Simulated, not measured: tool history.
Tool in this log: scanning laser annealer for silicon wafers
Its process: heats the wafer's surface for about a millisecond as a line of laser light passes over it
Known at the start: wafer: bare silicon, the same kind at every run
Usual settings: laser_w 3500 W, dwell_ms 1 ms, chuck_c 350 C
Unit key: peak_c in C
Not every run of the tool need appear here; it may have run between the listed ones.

run   hour  laser_w  dwell_ms  chuck_c  peak_c
  1      0     3500         1      350    1097
  2   17.4     3500         1      350    1094
  3   37.4     3500         1      350    1093
  4   60.8     3755         1      350    1158
  5   90.6     3755         1      350    1156
  6  106.3     3534         1      350    1096
  7  124.6     3534         1      350    1097
  8  141.4     3534         1      350    1099
  9  164.8     3534         1      350    1098
 10  183.9     3534         1      365    1110
 11  203.4     3534         1      365    1112
 12  222.4     3534         1      365    1112
 13  244.2     3534         1      365    1106
 14  259.8     3077      0.77      340     895
 15  282.6     3077      1.24      330    1032
 16  310.5     3035       0.7      314     835
 17  336.2     3099      0.87      349     942
 18  353.3     3579      0.98      350    1094

Each row is a separate what-if for the run after 18, all from the same tool condition, not one after another. Results?
  A  376.2     3258       1.1      350       ?
  B  376.2     3247      0.79      362       ?
  C  376.2     3359         1      364       ?
  D  376.2     3579      1.24      381       ?

run  peak_c
  A    1053
  B     958
  C    1058
  D    1212
Without the tool's unlogged condition, the same runs would have read:
run  peak_c
  A    1093
  B     992
  C    1098
  D    1259
